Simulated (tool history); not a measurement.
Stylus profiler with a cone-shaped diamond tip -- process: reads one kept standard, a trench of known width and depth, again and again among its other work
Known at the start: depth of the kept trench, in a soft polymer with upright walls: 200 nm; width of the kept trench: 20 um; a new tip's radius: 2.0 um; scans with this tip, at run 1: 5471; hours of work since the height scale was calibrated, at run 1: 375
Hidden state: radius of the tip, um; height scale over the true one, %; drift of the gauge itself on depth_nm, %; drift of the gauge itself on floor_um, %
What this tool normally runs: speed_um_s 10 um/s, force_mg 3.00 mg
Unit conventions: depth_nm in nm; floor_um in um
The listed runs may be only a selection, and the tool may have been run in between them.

run,day,speed_um_s,force_mg,scans with this tip,hours of work since the height scale was calibrated,depth_nm,floor_um
1,0.000,10,3.00,5471,375,201.67,18.10
2,2.808,10,3.00,6133,421,201.67,18.10
3,6.833,10,3.00,7081,486,201.61,18.12
4,10.717,10,3.00,7996,549,201.63,18.14
5,14.808,10,3.00,8959,615,201.57,18.06
6,18.542,10,3.00,9839,675,201.54,18.07
7,21.512,10,3.00,10538,723,201.61,18.07
8,26.312,10,3.00,11670,801,201.52,18.09
9,29.292,10,3.00,12371,849,201.52,18.00
10,35.175,9,1.37,13756,944,200.76,18.01
11,40.296,9,1.37,14963,1026,200.72,18.01
12,43.329,23,1.37,15678,1075,200.72,17.81
13,46.267,10,1.47,16369,1123,200.72,17.94
14,49.208,10,1.47,17063,1170,200.77,17.91
15,52.521,5,5.63,17842,1224,202.32,17.96
16,58.058,2,1.30,19147,1313,200.59,18.00

What if the next run were any one of these 4? Each begins from the tool's condition after run 16:
# day 60.833: height scale calibrated on a step standard
A,61.008,6,1.64,19837,3,?,?
# day 60.833: height scale calibrated on a step standard
B,61.008,9,2.10,19837,3,?,?
# day 60.833: height scale calibrated on a step standard
C,61.008,31,3.00,19837,3,?,?
# day 60.833: height scale calibrated on a step standard
D,61.008,2,2.86,19837,3,?,?

run,depth_nm,floor_um
A,201.16,17.90
B,201.37,17.92
C,201.75,17.80
D,201.70,17.91
Without the tool's unlogged condition, the same runs would have read:
run,depth_nm,floor_um
A,201.19,18.21
B,201.40,18.22
C,201.78,18.10
D,201.73,18.22
